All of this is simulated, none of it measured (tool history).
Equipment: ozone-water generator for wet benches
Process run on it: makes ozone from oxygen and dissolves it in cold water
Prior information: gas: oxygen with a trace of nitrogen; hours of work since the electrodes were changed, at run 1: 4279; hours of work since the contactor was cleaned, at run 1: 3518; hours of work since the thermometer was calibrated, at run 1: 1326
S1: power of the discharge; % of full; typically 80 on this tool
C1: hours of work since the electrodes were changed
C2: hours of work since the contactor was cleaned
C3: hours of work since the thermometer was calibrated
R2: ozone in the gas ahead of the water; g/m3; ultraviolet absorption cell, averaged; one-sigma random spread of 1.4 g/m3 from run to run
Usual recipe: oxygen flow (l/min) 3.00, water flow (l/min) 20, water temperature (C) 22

{"run": 1, "day": 0.0, "S1": 80, "oxygen flow (l/min)": 3.0, "water flow (l/min)": 20, "water temperature (C)": 22, "C1": 4279, "C2": 3518, "C3": 1326, "dissolved ozone (ppm)": 19.1, "R2": 264.8}
{"run": 2, "day": 6.325, "S1": 80, "oxygen flow (l/min)": 3.0, "water flow (l/min)": 20, "water temperature (C)": 22, "C1": 4392, "C2": 3631, "C3": 1440, "dissolved ozone (ppm)": 19.1, "R2": 262.7}
{"run": 3, "day": 12.117, "S1": 80, "oxygen flow (l/min)": 3.0, "water flow (l/min)": 20, "water temperature (C)": 22, "C1": 4496, "C2": 3735, "C3": 1543, "dissolved ozone (ppm)": 18.8, "R2": 264.2}
{"run": 4, "day": 19.033, "S1": 80, "oxygen flow (l/min)": 3.0, "water flow (l/min)": 20, "water temperature (C)": 22, "C1": 4619, "C2": 3858, "C3": 1667, "dissolved ozone (ppm)": 19.1, "R2": 263.7}
{"run": 5, "day": 25.854, "S1": 80, "oxygen flow (l/min)": 3.0, "water flow (l/min)": 20, "water temperature (C)": 23, "C1": 4741, "C2": 3980, "C3": 1789, "dissolved ozone (ppm)": 18.4, "R2": 266.0}
{"run": 6, "day": 31.546, "S1": 80, "oxygen flow (l/min)": 3.0, "water flow (l/min)": 20, "water temperature (C)": 23, "C1": 4843, "C2": 4082, "C3": 1891, "dissolved ozone (ppm)": 18.7, "R2": 265.8}
{"run": 7, "day": 37.058, "S1": 80, "oxygen flow (l/min)": 3.0, "water flow (l/min)": 20, "water temperature (C)": 23, "C1": 4942, "C2": 4181, "C3": 1990, "dissolved ozone (ppm)": 18.4, "R2": 265.7}
{"run": 8, "day": 44.25, "S1": 80, "oxygen flow (l/min)": 3.0, "water flow (l/min)": 20, "water temperature (C)": 23, "C1": 5071, "C2": 4310, "C3": 2118, "dissolved ozone (ppm)": 18.8, "R2": 266.0}
{"run": 9, "day": 48.921, "S1": 80, "oxygen flow (l/min)": 3.0, "water flow (l/min)": 20, "water temperature (C)": 23, "C1": 5154, "C2": 4393, "C3": 2202, "dissolved ozone (ppm)": 18.6, "R2": 266.1}
{"run": 10, "day": 54.571, "S1": 80, "oxygen flow (l/min)": 3.94, "water flow (l/min)": 20, "water temperature (C)": 14, "C1": 5255, "C2": 4494, "C3": 2303, "dissolved ozone (ppm)": 21.3, "R2": 229.4}
{"run": 11, "day": 57.812, "S1": 80, "oxygen flow (l/min)": 3.47, "water flow (l/min)": 14, "water temperature (C)": 15, "C1": 5313, "C2": 4552, "C3": 2361, "dissolved ozone (ppm)": 29.2, "R2": 246.4}
{"run": 12, "day": 62.296, "S1": 80, "oxygen flow (l/min)": 3.47, "water flow (l/min)": 14, "water temperature (C)": 15, "C1": 5394, "C2": 4633, "C3": 2441, "dissolved ozone (ppm)": 28.6, "R2": 246.0}
{"run": 13, "day": 67.225, "S1": 80, "oxygen flow (l/min)": 3.47, "water flow (l/min)": 14, "water temperature (C)": 15, "C1": 5482, "C2": 4721, "C3": 2529, "dissolved ozone (ppm)": 28.6, "R2": 246.6}
{"run": 14, "day": 71.692, "S1": 80, "oxygen flow (l/min)": 3.0, "water flow (l/min)": 32, "water temperature (C)": 16, "C1": 5562, "C2": 4801, "C3": 2609, "dissolved ozone (ppm)": 11.7, "R2": 267.2}
{"run": 15, "day": 77.196, "S1": 80, "oxygen flow (l/min)": 2.52, "water flow (l/min)": 32, "water temperature (C)": 16, "C1": 5660, "C2": 4899, "C3": 2708, "dissolved ozone (ppm)": 11.5, "R2": 293.8}
{"day": 79.983, "done": "contactor cleaned"}
{"run": 16, "day": 81.967, "S1": 80, "oxygen flow (l/min)": 2.52, "water flow (l/min)": 32, "water temperature (C)": 21, "C1": 5743, "C2": 36, "C3": 2790, "dissolved ozone (ppm)": 11.1, "R2": 293.0}
{"run": 17, "day": 87.254, "S1": 85, "oxygen flow (l/min)": 3.19, "water flow (l/min)": 20, "water temperature (C)": 14, "C1": 5837, "C2": 130, "C3": 2885, "dissolved ozone (ppm)": 21.8, "R2": 267.1}
{"run": 18, "day": 91.379, "S1": 85, "oxygen flow (l/min)": 3.19, "water flow (l/min)": 20, "water temperature (C)": 14, "C1": 5911, "C2": 204, "C3": 2959, "dissolved ozone (ppm)": 21.7, "R2": 273.0}

Each row is a separate what-if for the run after 18, all from the same tool condition, not one after another. Results?
{"run": "A", "day": 97.512, "S1": 97, "oxygen flow (l/min)": 4.07, "water flow (l/min)": 27, "water temperature (C)": 14, "C1": 6021, "C2": 314, "C3": 3068, "dissolved ozone (ppm)": "?", "R2": "?"}
{"run": "B", "day": 97.512, "S1": 80, "oxygen flow (l/min)": 1.54, "water flow (l/min)": 20, "water temperature (C)": 22, "C1": 6021, "C2": 314, "C3": 3068, "dissolved ozone (ppm)": "?", "R2": "?"}
{"run": "C", "day": 97.512, "S1": 85, "oxygen flow (l/min)": 3.75, "water flow (l/min)": 20, "water temperature (C)": 22, "C1": 6021, "C2": 314, "C3": 3068, "dissolved ozone (ppm)": "?", "R2": "?"}
{"run": "D", "day": 97.512, "S1": 51, "oxygen flow (l/min)": 3.19, "water flow (l/min)": 20, "water temperature (C)": 14, "C1": 6021, "C2": 314, "C3": 3068, "dissolved ozone (ppm)": "?", "R2": "?"}
{"run": "E", "day": 97.512, "S1": 80, "oxygen flow (l/min)": 3.05, "water flow (l/min)": 20, "water temperature (C)": 22, "C1": 6021, "C2": 314, "C3": 3068, "dissolved ozone (ppm)": "?", "R2": "?"}

run=A dissolved_ozone_(ppm)=17.9 R2=260.8
run=B dissolved_ozone_(ppm)=16.9 R2=386.1
run=C dissolved_ozone_(ppm)=20.3 R2=247.0
run=D dissolved_ozone_(ppm)=15.2 R2=187.0
run=E dissolved_ozone_(ppm)=18.7 R2=266.2
Stripped of hidden state, with their random variation kept, the same runs would have yielded:
run=A dissolved_ozone_(ppm)=17.9 R2=256.9
run=B dissolved_ozone_(ppm)=16.9 R2=380.4
run=C dissolved_ozone_(ppm)=20.3 R2=243.3
run=D dissolved_ozone_(ppm)=15.2 R2=184.1
run=E dissolved_ozone_(ppm)=18.7 R2=262.2

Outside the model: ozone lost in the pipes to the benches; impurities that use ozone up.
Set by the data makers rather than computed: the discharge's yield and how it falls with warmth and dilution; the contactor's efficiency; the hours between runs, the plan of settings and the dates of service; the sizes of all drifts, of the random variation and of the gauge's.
